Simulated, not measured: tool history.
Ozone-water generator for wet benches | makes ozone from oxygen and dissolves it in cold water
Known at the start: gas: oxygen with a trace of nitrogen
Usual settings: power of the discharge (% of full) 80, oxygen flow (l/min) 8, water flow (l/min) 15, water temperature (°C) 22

run,hour,power of the discharge (% of full),oxygen flow (l/min),water flow (l/min),water temperature (°C),dissolved ozone (ppm),ozone in the gas ahead of the water (g/m3)
1,0,80,8,15,22,39.1,260
2,97.1,80,8,15,22,38.3,257.5
3,200.2,80,8,23,22,29,258.6
4,339.7,80,11.01,15,22,34.5,214
5,464.8,80,11.01,15,22,34.4,210.6
6,611.1,80,8,15,20,40.1,255.9
7,689.3,80,8,15,22,38.4,258.4
8,759.5,80,8,15,22,38.3,254.4
# hour 797.8: water thermometer calibrated
9,916.7,80,8,12,22,43.2,252.8
10,1037,80,8,12,22,42.6,256.2
11,1196.9,80,8,12,22,42.8,251
12,1305.9,80,8,12,22,41.8,254.6
13,1385.9,80,8,12,22,42.3,251.9
14,1481.6,80,8,15,22,37.3,254.7
# hour 1492.3: contactor cleaned
15,1627.5,80,8,15,22,37.2,251.5
16,1761.9,80,8,15,22,37,250.9
17,1897.3,80,8,10,22,45.6,251.5

The next listed run, before its measurement:
18,1969.3,80,4.24,15,15,?,?

dissolved ozone (ppm): 45.9
ozone in the gas ahead of the water (g/m3): 365.5
Without the tool's hidden state the same run would have given dissolved ozone (ppm) 49.6, ozone in the gas ahead of the water (g/m3) 388.2.
